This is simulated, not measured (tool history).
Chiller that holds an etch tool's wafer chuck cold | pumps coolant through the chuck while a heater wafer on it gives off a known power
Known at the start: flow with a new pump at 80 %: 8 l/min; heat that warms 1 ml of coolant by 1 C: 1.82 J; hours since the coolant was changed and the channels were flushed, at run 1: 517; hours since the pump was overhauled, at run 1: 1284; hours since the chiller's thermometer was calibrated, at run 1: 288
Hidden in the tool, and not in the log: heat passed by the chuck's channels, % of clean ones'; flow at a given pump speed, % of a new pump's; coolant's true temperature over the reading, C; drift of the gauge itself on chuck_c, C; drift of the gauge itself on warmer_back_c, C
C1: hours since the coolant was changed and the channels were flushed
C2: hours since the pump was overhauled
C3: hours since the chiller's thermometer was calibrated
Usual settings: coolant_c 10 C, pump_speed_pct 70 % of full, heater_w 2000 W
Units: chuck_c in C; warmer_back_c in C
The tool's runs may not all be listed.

Run 1, hour 0.0: usual settings; C1 517; C2 1284; C3 288. Result: chuck_c 25.9 C, warmer_back_c 9.52 C.
Run 2, hour 28.4: usual settings but coolant_c 13 C; C1 545; C2 1312; C3 317. Result: chuck_c 28.8 C, warmer_back_c 9.53 C.
Run 3, hour 68.4: usual settings but coolant_c 13 C; C1 585; C2 1352; C3 357. Result: chuck_c 28.8 C, warmer_back_c 9.48 C.
Run 4, hour 94.5: usual settings but coolant_c 12 C; C1 611; C2 1379; C3 383. Result: chuck_c 27.7 C, warmer_back_c 9.50 C.
Run 5, hour 129.3: usual settings but coolant_c 12 C; C1 646; C2 1413; C3 418. Result: chuck_c 27.8 C, warmer_back_c 9.46 C.
Run 6, hour 166.7: usual settings but coolant_c 8 C; C1 683; C2 1451; C3 455. Result: chuck_c 23.8 C, warmer_back_c 9.46 C.
Run 7, hour 188.3: usual settings; C1 705; C2 1472; C3 477. Result: chuck_c 26.0 C, warmer_back_c 9.46 C.
Run 8, hour 218.1: usual settings; C1 735; C2 1502; C3 506. Result: chuck_c 25.8 C, warmer_back_c 9.52 C.
Run 9, hour 246.3: usual settings but pump_speed_pct 86 % of full; C1 763; C2 1530; C3 535. Result: chuck_c 22.8 C, warmer_back_c 7.58 C.
Run 10, hour 290.1: usual settings but heater_w 2863 W; C1 807; C2 1574; C3 578. Result: chuck_c 32.7 C, warmer_back_c 13.59 C.
Run 11, hour 315.3: usual settings but heater_w 2587 W; C1 832; C2 1599; C3 604. Result: chuck_c 30.2 C, warmer_back_c 12.27 C.
Run 12, hour 357.6: usual settings but heater_w 2587 W; C1 874; C2 1642; C3 646. Result: chuck_c 30.4 C, warmer_back_c 12.22 C.
Run 13, hour 387.7: usual settings but pump_speed_pct 69 % of full, heater_w 1966 W; C1 904; C2 1672; C3 676. Result: chuck_c 25.7 C, warmer_back_c 9.51 C.
Run 14, hour 408.5: usual settings but coolant_c 8 C, pump_speed_pct 60 % of full, heater_w 1966 W; C1 925; C2 1693; C3 697. Result: chuck_c 26.1 C, warmer_back_c 10.91 C.
Run 15, hour 451.2: usual settings but coolant_c 6 C, pump_speed_pct 99 % of full; C1 968; C2 1735; C3 739. Result: chuck_c 17.1 C, warmer_back_c 6.59 C.
Run 16, hour 494.3: usual settings but coolant_c 6 C, heater_w 1768 W; C1 1011; C2 1778; C3 783. Result: chuck_c 19.9 C, warmer_back_c 8.40 C.
Run 17, hour 537.8: usual settings but coolant_c 7 C, heater_w 1517 W; C1 1055; C2 1822; C3 826. Result: chuck_c 18.9 C, warmer_back_c 7.15 C.
Run 18, hour 559.1: usual settings but coolant_c 7 C, pump_speed_pct 75 % of full, heater_w 1942 W; C1 1076; C2 1843; C3 847. Result: chuck_c 21.4 C, warmer_back_c 8.53 C.
Run 19, hour 583.8: usual settings but coolant_c 5 C, pump_speed_pct 76 % of full, heater_w 2116 W; C1 1101; C2 1868; C3 872. Result: chuck_c 20.5 C, warmer_back_c 9.17 C.

5 ways to go on from here, each from the tool as it stands after run 19. What would each give?
Run A, hour 611.0: usual settings but coolant_c 6 C, pump_speed_pct 76 % of full, heater_w 1618 W; C1 1128; C2 1895; C3 899. Result: chuck_c ?, warmer_back_c ?.
Run B, hour 611.0: usual settings but coolant_c 11 C, pump_speed_pct 99 % of full, heater_w 1445 W; C1 1128; C2 1895; C3 899. Result: chuck_c ?, warmer_back_c ?.
Run C, hour 611.0: usual settings but heater_w 1916 W; C1 1128; C2 1895; C3 899. Result: chuck_c ?, warmer_back_c ?.
Run D, hour 611.0: usual settings but coolant_c 4 C, pump_speed_pct 76 % of full, heater_w 2619 W; C1 1128; C2 1895; C3 899. Result: chuck_c ?, warmer_back_c ?.
Run E, hour 611.0: usual settings but pump_speed_pct 76 % of full, heater_w 1193 W; C1 1128; C2 1895; C3 899. Result: chuck_c ?, warmer_back_c ?.

run  chuck_c  warmer_back_c
  A     17.8           7.04
  B     19.1           4.75
  C     25.2           9.09
  D     23.1          11.41
  E     18.7           5.24
Without the tool's hidden state the same runs would have given:
run  chuck_c  warmer_back_c
  A     17.8           7.04
  B     19.1           4.75
  C     25.2           9.09
  D     23.0          11.40
  E     18.7           5.24

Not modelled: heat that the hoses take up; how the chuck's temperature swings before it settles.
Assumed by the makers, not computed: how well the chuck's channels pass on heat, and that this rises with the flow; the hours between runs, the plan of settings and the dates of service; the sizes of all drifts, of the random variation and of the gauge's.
